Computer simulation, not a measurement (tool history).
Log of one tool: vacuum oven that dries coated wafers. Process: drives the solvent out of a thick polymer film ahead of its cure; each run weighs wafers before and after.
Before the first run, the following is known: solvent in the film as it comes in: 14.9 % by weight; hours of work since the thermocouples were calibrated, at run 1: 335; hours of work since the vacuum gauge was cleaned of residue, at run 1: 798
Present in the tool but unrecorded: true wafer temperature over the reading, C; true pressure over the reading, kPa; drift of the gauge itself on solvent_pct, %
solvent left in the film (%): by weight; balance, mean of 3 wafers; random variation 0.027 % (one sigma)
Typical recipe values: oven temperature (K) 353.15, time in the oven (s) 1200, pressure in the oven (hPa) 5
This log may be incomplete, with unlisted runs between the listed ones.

run	hour	oven temperature (K)	time in the oven (s)	pressure in the oven (hPa)	hours of work since the thermocouples were calibrated	hours of work since the vacuum gauge was cleaned of residue	solvent left in the film (%)
1	0	353.15	1200	5	335	798	1.02
2	50.4	343.15	1200	5	364	827	2.58
3	96.2	343.15	1200	5	390	853	2.52
4	137.7	343.15	1200	5	414	877	2.56
5	161.1	343.15	1260	5	428	891	2.42
6	185	343.15	1260	5	442	904	2.39
7	232.6	343.15	600	5	469	932	5.26
8	282.5	343.15	600	5	498	961	5.24
9	323.5	343.15	1740	5	521	984	1.66
10	375	364.15	1200	5	551	1014	0.48
11	430.1	353.15	1200	5	583	1046	1.05
12	472.6	353.15	1200	5	607	1070	0.99
# hour 478.2: oven's thermocouples calibrated
13	512.3	358.15	1200	5	20	1092	0.68
14	547.1	358.15	1200	5	40	1112	0.7
15	590.8	358.15	1200	5	65	1137	0.66
# hour 612.4: oven's thermocouples calibrated, once more
16	632.2	354.15	1200	5	11	1160	1.02
17	664.8	353.15	1860	5	30	1179	0.78
18	697.1	353.15	1020	5	49	1197	1.46
19	751	353.15	1020	5	80	1228	1.41
20	803.2	350.15	1200	5	110	1258	1.47
21	842.3	359.15	780	4.14	133	1281	1.13
22	886	359.15	720	6.31	158	1306	1.37
23	943.8	353.15	2160	5	191	1339	0.78
24	976.4	346.15	660	4.61	210	1358	4.21
25	1016.6	339.15	1140	4.84	233	1381	3.99
26	1044.7	358.15	1140	4.84	249	1398	0.78
27	1090.2	347.15	1140	5.18	275	1424	2.13
28	1143.2	353.15	1200	4.76	306	1454	1.2
29	1167.4	353.15	600	4.76	320	1468	2.93
30	1200.1	357.15	840	15.85	339	1487	2.04
31	1229.7	362.15	780	14.23	356	1504	1.43
32	1266.9	345.15	1620	14.23	377	1526	2.74
33	1295.7	364.15	1620	14.23	394	1542	1.08
34	1329.6	364.15	1620	14.23	413	1562	1

Same runs, no hidden state in the tool, same run-to-run variation:
run	solvent left in the film (%)
1	0.85
2	2.36
3	2.3
4	2.34
5	2.2
6	2.17
7	5.11
8	5.09
9	1.39
10	0.34
11	0.86
12	0.8
13	0.52
14	0.54
15	0.49
16	0.74
17	0.5
18	1.15
19	1.1
20	1.13
21	0.88
22	1.12
23	0.47
24	3.84
25	3.49
26	0.52
27	1.73
28	0.87
29	2.63
30	1.76
31	1.2
32	2.28
33	0.85
34	0.78

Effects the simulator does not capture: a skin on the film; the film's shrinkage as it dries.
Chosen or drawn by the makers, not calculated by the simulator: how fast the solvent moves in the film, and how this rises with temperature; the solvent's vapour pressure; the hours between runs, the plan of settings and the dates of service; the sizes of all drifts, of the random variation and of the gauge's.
